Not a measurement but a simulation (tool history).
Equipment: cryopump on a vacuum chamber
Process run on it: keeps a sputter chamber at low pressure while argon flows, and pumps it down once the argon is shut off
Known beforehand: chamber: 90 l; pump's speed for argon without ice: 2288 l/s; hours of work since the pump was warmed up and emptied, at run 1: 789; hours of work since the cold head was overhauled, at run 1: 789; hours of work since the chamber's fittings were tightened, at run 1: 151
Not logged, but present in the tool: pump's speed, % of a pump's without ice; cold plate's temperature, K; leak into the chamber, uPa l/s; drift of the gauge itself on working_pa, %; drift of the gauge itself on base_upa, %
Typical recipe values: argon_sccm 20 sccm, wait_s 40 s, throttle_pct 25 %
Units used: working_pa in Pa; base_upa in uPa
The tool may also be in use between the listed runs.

run	hour	argon_sccm	wait_s	throttle_pct	hours of work since the pump was warmed up and emptied	hours of work since the cold head was overhauled	hours of work since the chamber's fittings were tightened	working_pa	base_upa
1	0	20	40	25	789	789	151	0.0612	1.78
2	22.5	20	210	25	801	801	163	0.0613	0.51
3	41.1	20	210	25	812	812	174	0.0615	0.5
4	68.1	20	210	25	827	827	189	0.0615	0.52
# hour 98.3: pump warmed up, emptied and cooled again
5	98.3	20	210	25	0	842	204	0.0593	0.48
6	133.6	20	210	25	20	862	224	0.0591	0.5
7	163.9	20	210	25	37	879	241	0.0594	0.48
8	193.9	20	210	25	54	896	258	0.0594	0.49
9	231.8	20	210	25	76	918	280	0.0592	0.49
10	272.7	20	210	25	99	941	303	0.0596	0.5
11	312.3	20	210	25	122	963	325	0.0594	0.5
12	336	20	40	25	135	977	339	0.0597	1.8
13	360.5	20	40	25	149	991	353	0.0595	1.79
14	381.7	20	40	25	161	1003	365	0.0596	1.77
15	407.3	20	40	25	176	1017	379	0.0597	1.8
16	427.1	20	45	25	187	1029	391	0.0599	1.62
17	467.1	27	40	25	210	1051	413	0.0807	1.87
18	486.3	10	40	25	221	1062	424	0.03	1.84
19	526.7	10	40	25	244	1085	447	0.03	1.86
20	569.2	8	40	17	268	1109	471	0.035	1.86
21	610.9	8	40	17	291	1133	495	0.0352	1.79
22	639.2	20	38	28	307	1149	511	0.0537	1.99
23	668.4	20	38	28	324	1166	528	0.0536	1.96
24	689.8	10	65	25	336	1178	540	0.03	1.25
25	715.8	20	57	25	351	1193	555	0.0604	1.36
26	759.5	20	57	25	376	1218	580	0.0602	1.37
27	800.9	20	36	29	399	1241	603	0.0521	2.03
28	843.8	8	200	37	424	1265	627	0.0165	0.6
29	866.1	9	41	33	436	1278	640	0.0207	1.84
30	897.9	10	245	33	455	1296	658	0.0232	0.55
31	932.6	24	245	33	474	1316	678	0.0555	0.58
32	955.5	19	23	17	487	1329	691	0.0839	3.01
33	980.2	34	28	45	501	1343	705	0.0583	2.56
34	997.8	34	28	45	511	1353	715	0.0582	2.56
35	1032.1	16	275	22	531	1373	735	0.0551	0.53

Consider 3 possible next runs. They are alternatives, not a sequence: every one starts from the tool as it was left by run 35. What does each give?
A	1059.6	34	40	41	546	1388	750	?	?
B	1059.6	25	128	35	546	1388	750	?	?
C	1059.6	10	36	32	546	1388	750	?	?

run	working_pa	base_upa
A	0.0641	1.91
B	0.0549	0.8
C	0.0238	2.13
Without the tool's hidden state the same runs would have given:
run	working_pa	base_upa
A	0.0615	1.72
B	0.053	0.61
C	0.023	1.93
